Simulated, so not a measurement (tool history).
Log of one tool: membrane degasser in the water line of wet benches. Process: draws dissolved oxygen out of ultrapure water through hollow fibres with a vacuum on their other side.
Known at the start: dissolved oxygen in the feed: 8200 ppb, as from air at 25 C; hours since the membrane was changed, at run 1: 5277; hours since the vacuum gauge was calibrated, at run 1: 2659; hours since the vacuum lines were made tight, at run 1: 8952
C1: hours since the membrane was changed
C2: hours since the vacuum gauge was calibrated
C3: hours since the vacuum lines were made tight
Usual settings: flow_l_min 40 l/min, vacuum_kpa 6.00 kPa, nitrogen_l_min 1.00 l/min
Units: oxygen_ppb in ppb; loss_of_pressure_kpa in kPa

{"run": 1, "day": 0.0, "flow_l_min": 40, "vacuum_kpa": 6.0, "nitrogen_l_min": 1.0, "C1": 5277, "C2": 2659, "C3": 8952, "oxygen_ppb": 235.0, "loss_of_pressure_kpa": 54.88}
{"run": 2, "day": 13.238, "flow_l_min": 40, "vacuum_kpa": 6.0, "nitrogen_l_min": 1.0, "C1": 5595, "C2": 2976, "C3": 9270, "oxygen_ppb": 235.4, "loss_of_pressure_kpa": 55.29}
{"day": 20.121, "done": "seals of the vacuum lines changed"}
{"run": 3, "day": 26.092, "flow_l_min": 40, "vacuum_kpa": 6.0, "nitrogen_l_min": 1.0, "C1": 5901, "C2": 3283, "C3": 143, "oxygen_ppb": 233.5, "loss_of_pressure_kpa": 55.44}
{"run": 4, "day": 34.208, "flow_l_min": 40, "vacuum_kpa": 6.0, "nitrogen_l_min": 1.0, "C1": 6096, "C2": 3478, "C3": 338, "oxygen_ppb": 234.7, "loss_of_pressure_kpa": 55.12}
{"run": 5, "day": 41.558, "flow_l_min": 55, "vacuum_kpa": 6.0, "nitrogen_l_min": 1.0, "C1": 6273, "C2": 3654, "C3": 515, "oxygen_ppb": 318.0, "loss_of_pressure_kpa": 75.94}
{"run": 6, "day": 47.05, "flow_l_min": 55, "vacuum_kpa": 6.0, "nitrogen_l_min": 1.0, "C1": 6404, "C2": 3786, "C3": 646, "oxygen_ppb": 319.2, "loss_of_pressure_kpa": 75.86}
{"run": 7, "day": 56.517, "flow_l_min": 40, "vacuum_kpa": 6.0, "nitrogen_l_min": 1.0, "C1": 6631, "C2": 4013, "C3": 874, "oxygen_ppb": 233.4, "loss_of_pressure_kpa": 55.33}
{"run": 8, "day": 66.479, "flow_l_min": 40, "vacuum_kpa": 6.0, "nitrogen_l_min": 1.0, "C1": 6871, "C2": 4252, "C3": 1113, "oxygen_ppb": 235.7, "loss_of_pressure_kpa": 55.39}
{"run": 9, "day": 77.646, "flow_l_min": 40, "vacuum_kpa": 6.0, "nitrogen_l_min": 1.0, "C1": 7139, "C2": 4520, "C3": 1381, "oxygen_ppb": 235.5, "loss_of_pressure_kpa": 55.47}
{"run": 10, "day": 83.762, "flow_l_min": 40, "vacuum_kpa": 6.0, "nitrogen_l_min": 1.0, "C1": 7285, "C2": 4667, "C3": 1527, "oxygen_ppb": 233.7, "loss_of_pressure_kpa": 55.73}
{"run": 11, "day": 91.804, "flow_l_min": 40, "vacuum_kpa": 6.0, "nitrogen_l_min": 1.0, "C1": 7478, "C2": 4860, "C3": 1720, "oxygen_ppb": 234.6, "loss_of_pressure_kpa": 55.4}
{"run": 12, "day": 98.9, "flow_l_min": 40, "vacuum_kpa": 8.66, "nitrogen_l_min": 1.0, "C1": 7649, "C2": 5030, "C3": 1891, "oxygen_ppb": 435.3, "loss_of_pressure_kpa": 55.46}
{"run": 13, "day": 108.217, "flow_l_min": 40, "vacuum_kpa": 8.66, "nitrogen_l_min": 1.0, "C1": 7872, "C2": 5254, "C3": 2114, "oxygen_ppb": 437.2, "loss_of_pressure_kpa": 55.58}
{"run": 14, "day": 115.121, "flow_l_min": 40, "vacuum_kpa": 8.66, "nitrogen_l_min": 1.0, "C1": 8038, "C2": 5419, "C3": 2280, "oxygen_ppb": 433.6, "loss_of_pressure_kpa": 55.94}
{"run": 15, "day": 121.467, "flow_l_min": 40, "vacuum_kpa": 11.26, "nitrogen_l_min": 1.0, "C1": 8190, "C2": 5572, "C3": 2432, "oxygen_ppb": 625.7, "loss_of_pressure_kpa": 55.94}
{"run": 16, "day": 131.671, "flow_l_min": 40, "vacuum_kpa": 11.26, "nitrogen_l_min": 1.0, "C1": 8435, "C2": 5817, "C3": 2677, "oxygen_ppb": 623.1, "loss_of_pressure_kpa": 55.54}
{"run": 17, "day": 139.238, "flow_l_min": 33, "vacuum_kpa": 6.0, "nitrogen_l_min": 1.0, "C1": 8617, "C2": 5998, "C3": 2859, "oxygen_ppb": 196.0, "loss_of_pressure_kpa": 46.1}
{"day": 146.504, "done": "vacuum gauge calibrated"}
{"run": 18, "day": 148.517, "flow_l_min": 33, "vacuum_kpa": 6.0, "nitrogen_l_min": 1.0, "C1": 8839, "C2": 48, "C3": 3081, "oxygen_ppb": 196.6, "loss_of_pressure_kpa": 46.33}
{"run": 19, "day": 155.208, "flow_l_min": 39, "vacuum_kpa": 6.93, "nitrogen_l_min": 0.54, "C1": 9000, "C2": 209, "C3": 3242, "oxygen_ppb": 460.0, "loss_of_pressure_kpa": 54.63}
{"run": 20, "day": 166.467, "flow_l_min": 39, "vacuum_kpa": 6.93, "nitrogen_l_min": 0.87, "C1": 9270, "C2": 479, "C3": 3512, "oxygen_ppb": 329.9, "loss_of_pressure_kpa": 54.86}
{"run": 21, "day": 175.558, "flow_l_min": 39, "vacuum_kpa": 6.93, "nitrogen_l_min": 0.87, "C1": 9488, "C2": 697, "C3": 3730, "oxygen_ppb": 330.1, "loss_of_pressure_kpa": 54.79}
{"run": 22, "day": 185.308, "flow_l_min": 39, "vacuum_kpa": 6.93, "nitrogen_l_min": 0.87, "C1": 9722, "C2": 931, "C3": 3964, "oxygen_ppb": 330.3, "loss_of_pressure_kpa": 54.97}
{"run": 23, "day": 190.804, "flow_l_min": 40, "vacuum_kpa": 4.11, "nitrogen_l_min": 1.68, "C1": 9854, "C2": 1063, "C3": 4096, "oxygen_ppb": 62.1, "loss_of_pressure_kpa": 56.28}
{"day": 191.888, "done": "gauge calibrated"}
{"run": 24, "day": 198.954, "flow_l_min": 61, "vacuum_kpa": 6.0, "nitrogen_l_min": 0.5, "C1": 10049, "C2": 1259, "C3": 4292, "oxygen_ppb": 515.7, "loss_of_pressure_kpa": 83.75}

The next listed run, before its measurement:
{"run": 25, "day": 207.888, "flow_l_min": 61, "vacuum_kpa": 6.0, "nitrogen_l_min": 0.5, "C1": 10264, "C2": 1473, "C3": 4506, "oxygen_ppb": "?", "loss_of_pressure_kpa": "?"}

oxygen_ppb: 518.1 ppb
loss_of_pressure_kpa: 84.03 kPa
Without the tool's hidden state the same run would have given oxygen_ppb 517.8 ppb, loss_of_pressure_kpa 83.81 kPa.

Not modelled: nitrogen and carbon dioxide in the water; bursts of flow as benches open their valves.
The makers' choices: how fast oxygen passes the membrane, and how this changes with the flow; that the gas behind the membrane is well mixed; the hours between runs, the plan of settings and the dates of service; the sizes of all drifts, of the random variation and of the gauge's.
